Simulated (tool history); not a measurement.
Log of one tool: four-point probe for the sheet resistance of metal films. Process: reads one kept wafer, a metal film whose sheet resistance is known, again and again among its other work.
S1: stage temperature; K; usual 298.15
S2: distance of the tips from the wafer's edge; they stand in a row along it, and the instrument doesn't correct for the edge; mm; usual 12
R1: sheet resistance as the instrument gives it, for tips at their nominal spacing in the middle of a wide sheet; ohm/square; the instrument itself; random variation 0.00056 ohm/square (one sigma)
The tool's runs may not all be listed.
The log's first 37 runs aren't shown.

Run 38, hour 1265.7: usual settings but S1 291.15 K, S2 16 mm. Result: R1 2.780558 ohm/square.
Run 39, hour 1292.9: usual settings but S1 299.15 K, S2 42 mm. Result: R1 2.779027 ohm/square.
Run 40, hour 1314.3: usual settings but S1 299.15 K, S2 42 mm. Result: R1 2.779202 ohm/square.
Run 41, hour 1356.9: usual settings but S2 52 mm. Result: R1 2.778889 ohm/square.
Run 42, hour 1382.2: usual settings but S2 4 mm. Result: R1 2.801431 ohm/square.
Run 43, hour 1403.1: usual settings but S1 300.15 K, S2 4 mm. Result: R1 2.80237 ohm/square.
Run 44, hour 1443.8: usual settings. Result: R1 2.782484 ohm/square.
Run 45, hour 1483.4: usual settings but S1 295.15 K, S2 20 mm. Result: R1 2.780717 ohm/square.

4 ways to go on from here, each from the tool as it stands after run 45. What would each give?
Run A, hour 1511.5: usual settings but S1 293.15 K, S2 13 mm. Result: R1 ?.
Run B, hour 1511.5: usual settings but S1 301.15 K, S2 61 mm. Result: R1 ?.
Run C, hour 1511.5: usual settings but S1 305.15 K, S2 20 mm. Result: R1 ?.
Run D, hour 1511.5: usual settings but S1 295.15 K, S2 15 mm. Result: R1 ?.

run        R1
  A  2.782707
  B  2.779146
  C  2.780385
  D  2.780825
Without the tool's hidden state the same runs would have given:
run        R1
  A  2.783645
  B  2.780123
  C  2.781381
  D  2.781773
